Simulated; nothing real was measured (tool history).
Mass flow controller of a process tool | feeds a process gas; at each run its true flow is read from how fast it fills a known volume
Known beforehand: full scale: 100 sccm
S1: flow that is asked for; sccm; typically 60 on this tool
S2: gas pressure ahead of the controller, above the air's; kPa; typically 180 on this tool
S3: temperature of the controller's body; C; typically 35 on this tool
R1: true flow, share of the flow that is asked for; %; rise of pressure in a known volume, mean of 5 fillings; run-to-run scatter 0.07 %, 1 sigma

Run 1, hour 0.0: usual settings. Result: R1 97.10 %.
Run 2, hour 136.3: usual settings. Result: R1 97.07 %.
Run 3, hour 385.5: usual settings. Result: R1 97.06 %.
Run 4, hour 524.7: usual settings but S2 152 kPa. Result: R1 96.84 %.
Run 5, hour 806.4: usual settings but S2 152 kPa. Result: R1 96.79 %.
Run 6, hour 998.8: usual settings but S2 152 kPa. Result: R1 96.70 %.
Run 7, hour 1233.5: usual settings but S2 152 kPa. Result: R1 96.63 %.
Run 8, hour 1465.9: usual settings but S2 152 kPa. Result: R1 96.65 %.
Run 9, hour 1698.9: usual settings but S2 152 kPa. Result: R1 96.65 %.
Run 10, hour 1972.9: usual settings but S2 152 kPa. Result: R1 96.63 %.
Run 11, hour 2139.6: usual settings but S2 152 kPa. Result: R1 96.53 %.
Run 12, hour 2272.9: usual settings but S2 152 kPa. Result: R1 96.48 %.
Run 13, hour 2414.0: usual settings but S2 263 kPa, S3 27 C. Result: R1 97.11 %.
Run 14, hour 2547.8: usual settings but S1 32 sccm, S2 174 kPa, S3 31 C. Result: R1 94.66 %.
At hour 2787.5: controller's zero set anew.
Run 15, hour 2809.0: usual settings but S1 32 sccm, S2 174 kPa, S3 31 C. Result: R1 97.19 %.
Run 16, hour 3101.7: usual settings but S1 32 sccm, S2 174 kPa, S3 31 C. Result: R1 96.93 %.
Run 17, hour 3330.5: usual settings but S2 156 kPa. Result: R1 97.64 %.
Run 18, hour 3620.6: usual settings but S1 68 sccm, S2 188 kPa, S3 23 C. Result: R1 98.16 %.
Run 19, hour 3747.7: usual settings but S1 36 sccm, S2 276 kPa, S3 37 C. Result: R1 97.10 %.
Run 20, hour 3951.5: usual settings but S1 36 sccm, S2 276 kPa, S3 37 C. Result: R1 97.02 %.
Run 21, hour 4138.0: usual settings but S1 75 sccm, S2 270 kPa. Result: R1 98.16 %.
Run 22, hour 4272.6: usual settings but S1 24 sccm, S3 22 C. Result: R1 96.67 %.
Run 23, hour 4489.3: usual settings but S1 24 sccm, S2 274 kPa, S3 27 C. Result: R1 96.58 %.

Here are 5 independent what-if runs from the current tool condition. What would each one return?
Run A, hour 4767.1: usual settings but S1 19 sccm, S2 162 kPa, S3 20 C. Result: R1 ?.
Run B, hour 4767.1: usual settings but S1 13 sccm, S2 178 kPa, S3 23 C. Result: R1 ?.
Run C, hour 4767.1: usual settings but S1 39 sccm, S3 24 C. Result: R1 ?.
Run D, hour 4767.1: usual settings but S1 30 sccm, S3 36 C. Result: R1 ?.
Run E, hour 4767.1: usual settings but S1 99 sccm, S2 145 kPa, S3 21 C. Result: R1 ?.

run     R1
  A  96.19
  B  95.48
  C  97.06
  D  96.31
  E  98.89
The same runs, with their run-to-run variation unchanged, on a tool lacking any hidden condition would have given:
run      R1
  A   97.98
  B   97.65
  C   98.44
  D   97.80
  E  100.03
